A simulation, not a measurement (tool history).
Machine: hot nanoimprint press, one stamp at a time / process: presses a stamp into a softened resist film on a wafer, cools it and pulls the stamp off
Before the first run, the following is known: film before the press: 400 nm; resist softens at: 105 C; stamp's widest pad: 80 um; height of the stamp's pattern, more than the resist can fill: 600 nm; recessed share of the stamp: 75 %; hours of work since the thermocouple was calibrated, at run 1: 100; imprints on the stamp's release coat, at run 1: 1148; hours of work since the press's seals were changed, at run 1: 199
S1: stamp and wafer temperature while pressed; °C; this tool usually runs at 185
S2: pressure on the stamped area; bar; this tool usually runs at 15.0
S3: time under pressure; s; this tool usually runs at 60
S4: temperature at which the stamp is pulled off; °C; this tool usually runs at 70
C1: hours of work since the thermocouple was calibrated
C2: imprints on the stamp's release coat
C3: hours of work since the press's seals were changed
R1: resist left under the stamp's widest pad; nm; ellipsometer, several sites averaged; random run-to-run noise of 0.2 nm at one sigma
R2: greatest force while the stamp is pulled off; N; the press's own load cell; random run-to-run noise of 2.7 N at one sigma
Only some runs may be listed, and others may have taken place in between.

{"run": 1, "hour": 0.0, "S1": 185, "S2": 15.0, "S3": 60, "S4": 70, "C1": 100, "C2": 1148, "C3": 199, "R1": 167.6, "R2": 165}
{"run": 2, "hour": 31.7, "S1": 187, "S2": 15.0, "S3": 60, "S4": 70, "C1": 118, "C2": 1211, "C3": 218, "R1": 157.8, "R2": 170}
{"run": 3, "hour": 65.8, "S1": 187, "S2": 15.0, "S3": 60, "S4": 70, "C1": 138, "C2": 1279, "C3": 238, "R1": 157.9, "R2": 166}
{"run": 4, "hour": 96.8, "S1": 187, "S2": 16.2, "S3": 60, "S4": 70, "C1": 157, "C2": 1341, "C3": 256, "R1": 150.9, "R2": 165}
{"run": 5, "hour": 129.7, "S1": 185, "S2": 13.5, "S3": 60, "S4": 70, "C1": 176, "C2": 1407, "C3": 276, "R1": 178.7, "R2": 163}
{"run": 6, "hour": 172.1, "S1": 185, "S2": 13.5, "S3": 60, "S4": 70, "C1": 201, "C2": 1492, "C3": 301, "R1": 179.0, "R2": 161}
{"run": 7, "hour": 199.2, "S1": 185, "S2": 15.0, "S3": 60, "S4": 75, "C1": 217, "C2": 1546, "C3": 317, "R1": 168.6, "R2": 138}
{"run": 8, "hour": 249.9, "S1": 185, "S2": 15.0, "S3": 60, "S4": 70, "C1": 247, "C2": 1647, "C3": 346, "R1": 168.7, "R2": 164}
{"run": 9, "hour": 303.3, "S1": 179, "S2": 15.0, "S3": 60, "S4": 70, "C1": 278, "C2": 1754, "C3": 378, "R1": 203.7, "R2": 165}
{"hour": 327.3, "done": "plate thermocouple calibrated"}
{"run": 10, "hour": 346.2, "S1": 185, "S2": 15.0, "S3": 60, "S4": 70, "C1": 11, "C2": 1834, "C3": 401, "R1": 168.5, "R2": 166}
{"run": 11, "hour": 380.4, "S1": 178, "S2": 15.0, "S3": 60, "S4": 70, "C1": 31, "C2": 1902, "C3": 421, "R1": 210.9, "R2": 165}
{"run": 12, "hour": 423.7, "S1": 178, "S2": 15.0, "S3": 60, "S4": 70, "C1": 57, "C2": 1989, "C3": 447, "R1": 210.6, "R2": 167}
{"run": 13, "hour": 478.9, "S1": 178, "S2": 15.0, "S3": 60, "S4": 70, "C1": 89, "C2": 2099, "C3": 479, "R1": 211.0, "R2": 167}
{"run": 14, "hour": 525.1, "S1": 185, "S2": 15.0, "S3": 60, "S4": 70, "C1": 116, "C2": 2192, "C3": 507, "R1": 169.6, "R2": 163}
{"hour": 558.4, "done": "stamp cleaned and given a new release coat"}
{"run": 15, "hour": 558.4, "S1": 196, "S2": 15.0, "S3": 60, "S4": 70, "C1": 132, "C2": 0, "C3": 523, "R1": 121.4, "R2": 163}
{"run": 16, "hour": 609.1, "S1": 196, "S2": 15.0, "S3": 60, "S4": 70, "C1": 162, "C2": 101, "C3": 553, "R1": 121.4, "R2": 162}
{"run": 17, "hour": 651.7, "S1": 185, "S2": 15.0, "S3": 93, "S4": 70, "C1": 187, "C2": 187, "C3": 578, "R1": 146.7, "R2": 166}
{"run": 18, "hour": 690.5, "S1": 185, "S2": 15.0, "S3": 93, "S4": 70, "C1": 210, "C2": 264, "C3": 600, "R1": 146.9, "R2": 158}
{"run": 19, "hour": 737.1, "S1": 185, "S2": 15.0, "S3": 93, "S4": 70, "C1": 238, "C2": 357, "C3": 628, "R1": 147.0, "R2": 161}
{"run": 20, "hour": 764.1, "S1": 190, "S2": 10.9, "S3": 68, "S4": 62, "C1": 254, "C2": 412, "C3": 644, "R1": 168.9, "R2": 199}
{"run": 21, "hour": 795.0, "S1": 189, "S2": 10.9, "S3": 56, "S4": 62, "C1": 272, "C2": 473, "C3": 662, "R1": 185.4, "R2": 204}
{"hour": 829.0, "done": "plate thermocouple calibrated"}
{"run": 22, "hour": 836.8, "S1": 186, "S2": 21.4, "S3": 38, "S4": 62, "C1": 5, "C2": 551, "C3": 685, "R1": 155.8, "R2": 202}
{"run": 23, "hour": 880.3, "S1": 185, "S2": 15.0, "S3": 60, "S4": 61, "C1": 30, "C2": 638, "C3": 710, "R1": 170.5, "R2": 202}
{"run": 24, "hour": 928.2, "S1": 173, "S2": 21.3, "S3": 60, "S4": 61, "C1": 58, "C2": 734, "C3": 739, "R1": 207.2, "R2": 206}
{"run": 25, "hour": 964.0, "S1": 173, "S2": 21.3, "S3": 60, "S4": 61, "C1": 79, "C2": 805, "C3": 760, "R1": 207.0, "R2": 212}
{"run": 26, "hour": 1000.6, "S1": 173, "S2": 21.3, "S3": 108, "S4": 61, "C1": 101, "C2": 878, "C3": 781, "R1": 172.2, "R2": 208}
{"run": 27, "hour": 1034.1, "S1": 173, "S2": 21.3, "S3": 108, "S4": 69, "C1": 121, "C2": 945, "C3": 801, "R1": 172.2, "R2": 173}
{"run": 28, "hour": 1060.5, "S1": 185, "S2": 15.0, "S3": 60, "S4": 65, "C1": 136, "C2": 998, "C3": 816, "R1": 171.0, "R2": 189}
{"hour": 1096.1, "done": "press's hydraulic seals changed and the load cell set to zero"}
{"run": 29, "hour": 1096.1, "S1": 185, "S2": 15.0, "S3": 60, "S4": 65, "C1": 153, "C2": 1053, "C3": 0, "R1": 170.9, "R2": 191}
{"run": 30, "hour": 1136.9, "S1": 185, "S2": 15.0, "S3": 60, "S4": 77, "C1": 177, "C2": 1135, "C3": 24, "R1": 171.0, "R2": 134}

Pick out some run-to-run changes in R1. Of each, how much would a tool without hidden state show as well, from the settings, what came in and chance, and how much is left for the hidden state and any gauge scatter not in both results compared?
What the log doesn't record here: true temperature over the reading, C; pressure that arrives at the usual setting, %; grip of the stamp's worn release coat, % over a new coat's; drift of the gauge itself on residual_nm, %; drift of the gauge itself on pull_off_n, %.
Run 10 -> 11: S1 185 -> 178. R1 +42.4 nm: hidden state +0.4, all else +42.0.
Run 13 -> 14: S1 178 -> 185. R1 -41.4 nm: hidden state -0.3, all else -41.1.
Run 14 -> 15: S1 185 -> 196, stamp cleaned and given a new release coat. R1 -48.2 nm: hidden state -0.4, all else -47.8.
Run 23 -> 24: S1 185 -> 173, S2 15.0 -> 21.3. R1 +36.7 nm: hidden state +0.7, all else +36.0.
Run 25 -> 26: S3 60 -> 108. R1 -34.8 nm: hidden state -0.5, all else -34.3.
